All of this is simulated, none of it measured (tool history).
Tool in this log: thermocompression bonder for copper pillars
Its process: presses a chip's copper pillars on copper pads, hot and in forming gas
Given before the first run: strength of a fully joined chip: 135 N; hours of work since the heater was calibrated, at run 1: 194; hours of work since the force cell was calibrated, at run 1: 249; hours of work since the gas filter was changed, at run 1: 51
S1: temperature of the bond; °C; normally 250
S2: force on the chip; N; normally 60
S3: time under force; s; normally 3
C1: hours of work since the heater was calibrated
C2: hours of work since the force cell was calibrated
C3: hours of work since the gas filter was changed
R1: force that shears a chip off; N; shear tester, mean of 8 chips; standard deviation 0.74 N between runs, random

{"run": 1, "hour": 0.0, "S1": 250, "S2": 60, "S3": 3, "C1": 194, "C2": 249, "C3": 51, "R1": 51.5}
{"run": 2, "hour": 12.6, "S1": 250, "S2": 60, "S3": 3, "C1": 204, "C2": 259, "C3": 60, "R1": 51.6}
{"run": 3, "hour": 22.3, "S1": 250, "S2": 60, "S3": 3, "C1": 211, "C2": 267, "C3": 68, "R1": 50.5}
{"run": 4, "hour": 36.1, "S1": 250, "S2": 60, "S3": 2, "C1": 222, "C2": 278, "C3": 79, "R1": 42.9}
{"run": 5, "hour": 56.5, "S1": 250, "S2": 62, "S3": 3, "C1": 238, "C2": 293, "C3": 95, "R1": 51.9}
{"run": 6, "hour": 73.8, "S1": 250, "S2": 62, "S3": 3, "C1": 252, "C2": 307, "C3": 108, "R1": 51.9}
{"run": 7, "hour": 92.4, "S1": 250, "S2": 62, "S3": 3, "C1": 266, "C2": 322, "C3": 123, "R1": 51.4}
{"run": 8, "hour": 107.4, "S1": 250, "S2": 60, "S3": 2, "C1": 278, "C2": 333, "C3": 135, "R1": 42.8}
{"run": 9, "hour": 120.4, "S1": 250, "S2": 60, "S3": 2, "C1": 288, "C2": 343, "C3": 145, "R1": 41.3}
{"run": 10, "hour": 140.4, "S1": 250, "S2": 60, "S3": 2, "C1": 304, "C2": 359, "C3": 160, "R1": 41}
{"run": 11, "hour": 154.6, "S1": 250, "S2": 60, "S3": 2, "C1": 315, "C2": 370, "C3": 171, "R1": 42.5}
{"run": 12, "hour": 174.5, "S1": 250, "S2": 60, "S3": 2, "C1": 330, "C2": 386, "C3": 187, "R1": 42.6}
{"run": 13, "hour": 188.9, "S1": 250, "S2": 60, "S3": 6, "C1": 341, "C2": 397, "C3": 198, "R1": 62.4}
{"hour": 202.3, "done": "forming gas filter changed"}
{"run": 14, "hour": 207.3, "S1": 250, "S2": 60, "S3": 3, "C1": 355, "C2": 411, "C3": 4, "R1": 48.3}
{"run": 15, "hour": 223.4, "S1": 250, "S2": 60, "S3": 3, "C1": 368, "C2": 423, "C3": 16, "R1": 47.7}
{"run": 16, "hour": 232.3, "S1": 250, "S2": 60, "S3": 8, "C1": 375, "C2": 430, "C3": 23, "R1": 70.8}
{"run": 17, "hour": 247.8, "S1": 250, "S2": 60, "S3": 8, "C1": 387, "C2": 443, "C3": 36, "R1": 69.8}
{"run": 18, "hour": 258.6, "S1": 250, "S2": 60, "S3": 8, "C1": 395, "C2": 451, "C3": 44, "R1": 69.3}
{"run": 19, "hour": 272.5, "S1": 250, "S2": 60, "S3": 8, "C1": 406, "C2": 462, "C3": 55, "R1": 69.2}
{"run": 20, "hour": 286.8, "S1": 250, "S2": 60, "S3": 8, "C1": 417, "C2": 473, "C3": 66, "R1": 69.8}
{"run": 21, "hour": 304.6, "S1": 220, "S2": 60, "S3": 2, "C1": 431, "C2": 487, "C3": 80, "R1": 23.2}
{"run": 22, "hour": 315.7, "S1": 220, "S2": 60, "S3": 2, "C1": 440, "C2": 496, "C3": 89, "R1": 24.1}
{"run": 23, "hour": 326.5, "S1": 250, "S2": 52, "S3": 8, "C1": 448, "C2": 504, "C3": 97, "R1": 62.2}
{"run": 24, "hour": 342.9, "S1": 267, "S2": 52, "S3": 7, "C1": 461, "C2": 517, "C3": 110, "R1": 72.6}
{"run": 25, "hour": 358.1, "S1": 250, "S2": 46, "S3": 3, "C1": 473, "C2": 529, "C3": 122, "R1": 37.7}
{"run": 26, "hour": 373.1, "S1": 223, "S2": 59, "S3": 2, "C1": 485, "C2": 540, "C3": 133, "R1": 23.5}
{"hour": 376.5, "done": "heater calibrated with a thermocouple chip"}
{"run": 27, "hour": 394.7, "S1": 223, "S2": 64, "S3": 9, "C1": 14, "C2": 556, "C3": 149, "R1": 46.6}
{"run": 28, "hour": 412.5, "S1": 223, "S2": 64, "S3": 9, "C1": 28, "C2": 570, "C3": 163, "R1": 46.6}
{"hour": 416.4, "done": "heater calibrated with a thermocouple chip, once more"}
{"run": 29, "hour": 429.8, "S1": 250, "S2": 60, "S3": 8, "C1": 10, "C2": 582, "C3": 175, "R1": 75.7}
{"run": 30, "hour": 440.9, "S1": 232, "S2": 80, "S3": 8, "C1": 19, "C2": 590, "C3": 183, "R1": 72.3}
{"run": 31, "hour": 458.4, "S1": 232, "S2": 80, "S3": 8, "C1": 33, "C2": 604, "C3": 197, "R1": 71.9}
{"hour": 472.4, "done": "forming gas filter changed"}
{"run": 32, "hour": 472.4, "S1": 232, "S2": 80, "S3": 8, "C1": 43, "C2": 614, "C3": 0, "R1": 73.4}
{"run": 33, "hour": 490.2, "S1": 260, "S2": 51, "S3": 3, "C1": 57, "C2": 628, "C3": 14, "R1": 54.2}
{"run": 34, "hour": 504.6, "S1": 260, "S2": 51, "S3": 3, "C1": 68, "C2": 640, "C3": 25, "R1": 53.8}
{"run": 35, "hour": 520.2, "S1": 260, "S2": 51, "S3": 3, "C1": 81, "C2": 652, "C3": 37, "R1": 54.1}
{"run": 36, "hour": 535.3, "S1": 250, "S2": 81, "S3": 3, "C1": 92, "C2": 663, "C3": 49, "R1": 65.1}
{"run": 37, "hour": 555.7, "S1": 250, "S2": 57, "S3": 2, "C1": 108, "C2": 679, "C3": 65, "R1": 42.6}
{"run": 38, "hour": 573.2, "S1": 250, "S2": 57, "S3": 2, "C1": 122, "C2": 693, "C3": 79, "R1": 42.9}
{"run": 39, "hour": 585.3, "S1": 250, "S2": 57, "S3": 2, "C1": 131, "C2": 703, "C3": 88, "R1": 41.4}
{"run": 40, "hour": 598.1, "S1": 250, "S2": 50, "S3": 8, "C1": 142, "C2": 713, "C3": 98, "R1": 65.6}

Across each entry between runs, compare the hidden state at the last listed run before it with the hidden state at the first listed run after it:
Between runs 13 and 14: forming gas filter changed (hour 202.3)
  true temperature of the bond over the reading, C: -5.9 -> -6.2; oxide that the forming gas leaves, % of the face: 3 -> 0.67
  what was measured, less what the result would be without the hidden state, R1: -7.2 -> -5.1 N
Between runs 26 and 27: heater calibrated with a thermocouple chip (hour 376.5)
  true temperature of the bond over the reading, C: -8.3 -> -12.5; oxide that the forming gas leaves, % of the face: 2.27 -> 2.47
  what was measured, less what the result would be without the hidden state, R1: -4.9 -> -12.4 N
Between runs 28 and 29: heater calibrated with a thermocouple chip, once more (hour 416.4)
  true temperature of the bond over the reading, C: -12.8 -> -0.1; oxide that the forming gas leaves, % of the face: 2.64 -> 2.78
  what was measured, less what the result would be without the hidden state, R1: -12.6 -> -2.5 N
Between runs 31 and 32: forming gas filter changed (hour 472.4)
  true temperature of the bond over the reading, C: -0.5 -> -0.6; oxide that the forming gas leaves, % of the face: 3.07 -> 0.63
  what was measured, less what the result would be without the hidden state, R1: -2.9 -> -1.3 N

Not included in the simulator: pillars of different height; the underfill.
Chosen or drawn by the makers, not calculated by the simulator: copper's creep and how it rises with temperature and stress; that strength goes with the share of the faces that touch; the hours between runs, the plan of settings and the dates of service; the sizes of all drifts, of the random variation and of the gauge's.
